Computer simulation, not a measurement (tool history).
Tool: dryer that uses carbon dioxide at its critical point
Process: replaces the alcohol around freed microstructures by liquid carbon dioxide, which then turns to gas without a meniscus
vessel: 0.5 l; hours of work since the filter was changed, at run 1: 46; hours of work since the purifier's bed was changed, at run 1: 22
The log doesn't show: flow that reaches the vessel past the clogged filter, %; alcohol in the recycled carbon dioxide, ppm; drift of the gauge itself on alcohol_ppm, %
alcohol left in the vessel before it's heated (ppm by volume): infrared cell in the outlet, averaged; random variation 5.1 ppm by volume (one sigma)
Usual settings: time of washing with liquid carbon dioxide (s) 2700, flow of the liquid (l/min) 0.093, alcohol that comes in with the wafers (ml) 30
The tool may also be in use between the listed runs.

run     day  time of washing with liquid carbon dioxide (s)  flow of the liquid (l/min)  alcohol that comes in with the wafers (ml)  hours of work since the filter was changed  hours of work since the purifier's bed was changed  alcohol left in the vessel before it's heated (ppm by volume)
  1       0                                            2700                       0.093                                          30                                          46                                                  22                                                             88
  2   0.304                                            2700                       0.093                                          30                                          52                                                  27                                                             93
  3   0.658                                            2700                       0.093                                          30                                          58                                                  33                                                             86
  4   1.254                                            2700                       0.093                                          30                                          68                                                  44                                                             95
  5   1.525                                            2700                       0.093                                          30                                          73                                                  48                                                            101
  6   1.962                                            2700                       0.093                                          30                                          80                                                  56                                                            109
  7   2.596                                            3960                       0.093                                          30                                          91                                                  67                                                             14
  8   3.033                                            3960                       0.093                                          30                                          98                                                  74                                                             18
  9   3.417                                            2880                       0.093                                          30                                         105                                                  81                                                             76
 10   3.738                                            2700                       0.093                                          99                                         110                                                  86                                                            323
 11   4.083                                            2700                       0.093                                          99                                         116                                                  92                                                            325
 12   4.367                                            2700                       0.093                                          30                                         121                                                  97                                                            116
 13    4.95                                            2700                       0.093                                          30                                         131                                                 107                                                            114
 14   5.483                                            2700                       0.093                                          30                                         140                                                 116                                                            122
 15   5.875                                            2820                      0.0965                                         100                                         147                                                 123                                                            218
 16   6.329                                            2940                      0.0847                                          34                                         155                                                 131                                                            136
 17   6.788                                            2940                      0.0794                                          20                                         163                                                 138                                                            119
 18   7.304                                            2940                      0.0639                                          58                                         172                                                 147                                                            927
 19   7.604                                            2700                       0.093                                          27                                         177                                                 152                                                            113
 20   7.871                                            2700                       0.093                                          27                                         181                                                 157                                                            124
 21   8.258                                            2640                      0.0968                                          30                                         188                                                 164                                                            125
      8.562  -- inlet filter changed
 22   8.888                                            3720                      0.1045                                          30                                           6                                                 174                                                             22
 23   9.417                                            2700                       0.093                                          46                                          15                                                 183                                                            134
 24   9.954                                            2700                       0.093                                          46                                          24                                                 192                                                            137
 25  10.392                                            3120                       0.093                                          30                                          31                                                 200                                                             59

Hidden state or all else? Some run-to-run changes of alcohol left in the vessel before it's heated (ppm by volume), split into what the settings, what came in and random variation would give without the hidden state, and what is left for the hidden state (with any gauge scatter that isn't in both results):
Run 17 -> 18: flow of the liquid (l/min) 0.0794 -> 0.0639, alcohol that comes in with the wafers (ml) 20 -> 58. alcohol left in the vessel before it's heated (ppm by volume) +808: hidden state +240, all else +568.
Run 18 -> 19: time of washing with liquid carbon dioxide (s) 2940 -> 2700, flow of the liquid (l/min) 0.0639 -> 0.093, alcohol that comes in with the wafers (ml) 58 -> 27. alcohol left in the vessel before it's heated (ppm by volume) -814: hidden state -238, all else -576.

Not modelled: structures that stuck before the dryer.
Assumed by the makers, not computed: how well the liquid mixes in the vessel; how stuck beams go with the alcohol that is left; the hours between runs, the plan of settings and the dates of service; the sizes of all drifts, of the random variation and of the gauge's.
